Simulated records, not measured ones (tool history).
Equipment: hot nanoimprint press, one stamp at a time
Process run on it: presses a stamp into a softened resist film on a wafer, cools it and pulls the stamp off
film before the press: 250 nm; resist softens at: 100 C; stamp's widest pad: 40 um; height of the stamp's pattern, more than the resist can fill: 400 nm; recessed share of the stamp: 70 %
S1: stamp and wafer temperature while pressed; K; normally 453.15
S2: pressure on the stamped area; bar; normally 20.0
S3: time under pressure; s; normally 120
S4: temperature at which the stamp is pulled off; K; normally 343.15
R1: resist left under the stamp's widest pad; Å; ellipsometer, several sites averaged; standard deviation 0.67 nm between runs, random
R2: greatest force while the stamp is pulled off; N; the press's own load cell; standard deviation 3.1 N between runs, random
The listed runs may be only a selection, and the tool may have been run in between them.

Run 1, day 0.000: usual settings. Result: R1 1303 Å, R2 142 N.
Run 2, day 0.554: usual settings. Result: R1 1307 Å, R2 153 N.
Run 3, day 1.221: usual settings. Result: R1 1297 Å, R2 151 N.
Run 4, day 2.275: usual settings. Result: R1 1315 Å, R2 157 N.
Run 5, day 3.558: usual settings. Result: R1 1321 Å, R2 162 N.
Run 6, day 4.579: usual settings. Result: R1 1317 Å, R2 167 N.
Run 7, day 5.117: usual settings. Result: R1 1309 Å, R2 168 N.
Run 8, day 6.308: usual settings. Result: R1 1334 Å, R2 167 N.
Run 9, day 7.375: usual settings but S4 338.15 K. Result: R1 1336 Å, R2 179 N.
At day 7.600: plate thermocouple calibrated.
Run 10, day 8.279: usual settings but S4 338.15 K. Result: R1 1336 Å, R2 185 N.
Run 11, day 9.400: usual settings. Result: R1 1361 Å, R2 185 N.
Run 12, day 10.567: usual settings. Result: R1 1352 Å, R2 188 N.
Run 13, day 11.838: usual settings but S2 15.4 bar. Result: R1 1512 Å, R2 193 N.
Run 14, day 12.600: usual settings but S2 15.4 bar. Result: R1 1521 Å, R2 202 N.
Run 15, day 13.162: usual settings but S3 131 s. Result: R1 1322 Å, R2 197 N.
Run 16, day 14.062: usual settings but S2 15.5 bar, S3 140 s. Result: R1 1457 Å, R2 195 N.
Run 17, day 14.742: usual settings but S2 26.8 bar, S3 140 s, S4 341.15 K. Result: R1 1135 Å, R2 206 N.
At day 15.017: plate thermocouple calibrated, once more.
Run 18, day 15.871: usual settings but S1 464.15 K, S2 17.6 bar, S3 215 s, S4 346.15 K. Result: R1 806 Å, R2 197 N.
Run 19, day 16.608: usual settings but S1 460.15 K, S2 21.3 bar, S4 336.15 K. Result: R1 1029 Å, R2 227 N.
Run 20, day 17.600: usual settings but S1 460.15 K, S2 21.3 bar, S4 336.15 K. Result: R1 1031 Å, R2 219 N.
Run 21, day 18.558: usual settings but S1 463.15 K, S4 333.15 K. Result: R1 979 Å, R2 230 N.
Run 22, day 19.192: usual settings but S2 17.7 bar, S3 110 s, S4 348.15 K. Result: R1 1402 Å, R2 213 N.
At day 20.312: stamp cleaned and given a new release coat.
Run 23, day 20.650: usual settings but S1 449.15 K, S2 22.9 bar, S3 215 s, S4 342.15 K. Result: R1 1143 Å, R2 151 N.
Run 24, day 21.633: usual settings but S1 444.15 K, S3 82 s, S4 334.15 K. Result: R1 1826 Å, R2 162 N.
Run 25, day 22.629: usual settings but S1 449.15 K, S2 13.1 bar, S3 132 s, S4 344.15 K. Result: R1 1671 Å, R2 155 N.
At day 23.254: press's hydraulic seals changed and the load cell set to zero.
Run 26, day 24.188: usual settings but S1 449.15 K, S2 13.1 bar, S3 132 s, S4 344.15 K. Result: R1 1671 Å, R2 162 N.
Run 27, day 25.338: usual settings but S1 449.15 K, S2 13.1 bar, S3 166 s, S4 344.15 K. Result: R1 1576 Å, R2 157 N.
Run 28, day 26.312: usual settings but S1 450.15 K, S4 340.15 K. Result: R1 1409 Å, R2 167 N.
Run 29, day 27.146: usual settings but S1 448.15 K, S2 26.1 bar, S4 340.15 K. Result: R1 1327 Å, R2 171 N.

What if the next run were any one of these 5? Each begins from the tool's condition after run 29:
Run A, day 27.750: usual settings but S1 443.15 K, S2 18.9 bar, S4 340.15 K. Result: R1 ?, R2 ?.
Run B, day 27.750: usual settings but S1 448.15 K, S2 28.0 bar, S3 231 s, S4 340.15 K. Result: R1 ?, R2 ?.
Run C, day 27.750: usual settings but S1 463.15 K, S2 17.1 bar, S4 341.15 K. Result: R1 ?, R2 ?.
Run D, day 27.750: usual settings but S2 14.9 bar, S4 349.15 K. Result: R1 ?, R2 ?.
Run E, day 27.750: usual settings but S1 445.15 K, S2 31.1 bar, S4 331.15 K. Result: R1 ?, R2 ?.

run    R1   R2
  A  1722  171
  B  1035  175
  C  1058  175
  D  1495  166
  E  1346  182
With no hidden state in the tool, these same runs would have given:
run    R1   R2
  A  1682  144
  B   998  148
  C  1029  148
  D  1458  140
  E  1301  153
